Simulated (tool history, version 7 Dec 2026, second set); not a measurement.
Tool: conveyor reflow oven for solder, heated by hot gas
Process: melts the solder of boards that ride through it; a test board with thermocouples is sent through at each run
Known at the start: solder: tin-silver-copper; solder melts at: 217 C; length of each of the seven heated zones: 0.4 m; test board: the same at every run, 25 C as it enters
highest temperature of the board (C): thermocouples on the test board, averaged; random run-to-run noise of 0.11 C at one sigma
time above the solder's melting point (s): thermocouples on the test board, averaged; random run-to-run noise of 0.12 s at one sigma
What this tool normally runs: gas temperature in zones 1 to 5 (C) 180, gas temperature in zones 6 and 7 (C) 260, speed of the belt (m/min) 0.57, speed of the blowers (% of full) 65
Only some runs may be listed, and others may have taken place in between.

| run | hour | gas temperature in zones 1 to 5 (C) | gas temperature in zones 6 and 7 (C) | speed of the belt (m/min) | speed of the blowers (% of full) | highest temperature of the board (C) | time above the solder's melting point (s) |
|---|---|---|---|---|---|---|---|
| 1 | 0 | 180 | 260 | 0.57 | 65 | 246.4 | 62.2 |
| 2 | 53.2 | 180 | 260 | 0.623 | 65 | 243.8 | 53.3 |
| 3 | 100.7 | 180 | 253 | 0.623 | 65 | 237.5 | 46.8 |
| 4 | 146.6 | 180 | 260 | 0.57 | 65 | 245.8 | 61.6 |
|  | 185.2 | belt drive overhauled, speed set with a stopwatch |
| 5 | 219.2 | 180 | 260 | 0.57 | 65 | 245.3 | 59.6 |
|  | 247.6 | flux residue cleaned out of gas plates and filters |
| 6 | 264.6 | 180 | 260 | 0.515 | 65 | 248.9 | 71.8 |
| 7 | 322.4 | 180 | 260 | 0.57 | 65 | 246.3 | 61.2 |
| 8 | 384.3 | 180 | 260 | 0.57 | 65 | 246.2 | 61 |
| 9 | 420.6 | 180 | 260 | 0.57 | 65 | 245.9 | 60.7 |
| 10 | 497.6 | 180 | 260 | 0.637 | 65 | 242.5 | 50.1 |
| 11 | 579.2 | 195 | 260 | 0.57 | 65 | 248.2 | 70.8 |
|  | 643.2 | thermocouples of zones 6 and 7 changed |
| 12 | 647.3 | 195 | 260 | 0.57 | 65 | 249.1 | 71.7 |
| 13 | 710.3 | 195 | 260 | 0.57 | 65 | 249 | 71.4 |
| 14 | 774.7 | 180 | 260 | 0.57 | 65 | 246.2 | 60.6 |
|  | 824.2 | flux residue cleaned out of gas plates and filters |
| 15 | 851.2 | 180 | 260 | 0.57 | 65 | 247.5 | 63.1 |
| 16 | 885.7 | 169 | 271 | 0.57 | 54 | 252.9 | 61.5 |
| 17 | 964.6 | 180 | 257 | 0.57 | 65 | 244.4 | 60 |
| 18 | 1044.2 | 180 | 257 | 0.57 | 65 | 244.4 | 59.8 |
| 19 | 1093.5 | 180 | 257 | 0.57 | 65 | 244.2 | 59.6 |
| 20 | 1133.2 | 174 | 257 | 0.499 | 65 | 246.4 | 69.3 |
| 21 | 1206.4 | 174 | 257 | 0.499 | 65 | 246.3 | 69.1 |
| 22 | 1278.8 | 174 | 257 | 0.499 | 65 | 245.6 | 69 |
| 23 | 1358.9 | 174 | 257 | 0.499 | 65 | 245.7 | 68.5 |
|  | 1399.5 | flux residue cleaned out of gas plates and filters |
| 24 | 1409.9 | 180 | 260 | 0.57 | 62 | 246.8 | 62.3 |
| 25 | 1451 | 180 | 260 | 0.609 | 73 | 246.8 | 58.6 |
| 26 | 1532.1 | 180 | 260 | 0.675 | 73 | 243.5 | 49.1 |
| 27 | 1606 | 180 | 260 | 0.675 | 73 | 243.5 | 48.8 |
| 28 | 1664.3 | 180 | 260 | 0.675 | 73 | 243.3 | 48.5 |
| 29 | 1707.8 | 187 | 259 | 0.583 | 81 | 248.5 | 66.6 |
| 30 | 1787.6 | 191 | 260 | 0.563 | 65 | 248.4 | 70.7 |

How would selected steps in highest temperature of the board (C) from run to run divide? Give the signed amount a tool lacking its hidden state would still show from settings, what came in and random variation, and the signed amount left for the hidden state, including any gauge scatter that is not in both of the compared results.
The tool's hidden condition here consists of: heat that the gas passes to the board, % of a clean oven's; belt's true speed, % of the reading; true gas temperature in zones 6 and 7 over the reading, C; drift of the gauge itself on peak_c, C; drift of the gauge itself on liquid_s, %.
Run 2 -> 3: gas temperature in zones 6 and 7 (C) 260 -> 253. highest temperature of the board (C) -6.3: hidden state -0.2, all else -6.1.
Run 3 -> 4: gas temperature in zones 6 and 7 (C) 253 -> 260, speed of the belt (m/min) 0.623 -> 0.57. highest temperature of the board (C) +8.3: hidden state -0.1, all else +8.4.
Run 5 -> 6: speed of the belt (m/min) 0.57 -> 0.515, flux residue cleaned out of gas plates and filters. highest temperature of the board (C) +3.6: hidden state +1.3, all else +2.3.
Run 14 -> 15: flux residue cleaned out of gas plates and filters. highest temperature of the board (C) +1.3: hidden state +1.5, all else -0.2.
Run 16 -> 17: gas temperature in zones 1 to 5 (C) 169 -> 180, gas temperature in zones 6 and 7 (C) 271 -> 257, speed of the blowers (% of full) 54 -> 65. highest temperature of the board (C) -8.5: hidden state -0.3, all else -8.2.
Run 23 -> 24: gas temperature in zones 1 to 5 (C) 174 -> 180, gas temperature in zones 6 and 7 (C) 257 -> 260, speed of the belt (m/min) 0.499 -> 0.57, speed of the blowers (% of full) 65 -> 62, flux residue cleaned out of gas plates and filters. highest temperature of the board (C) +1.1: hidden state +1.3, all else -0.2.
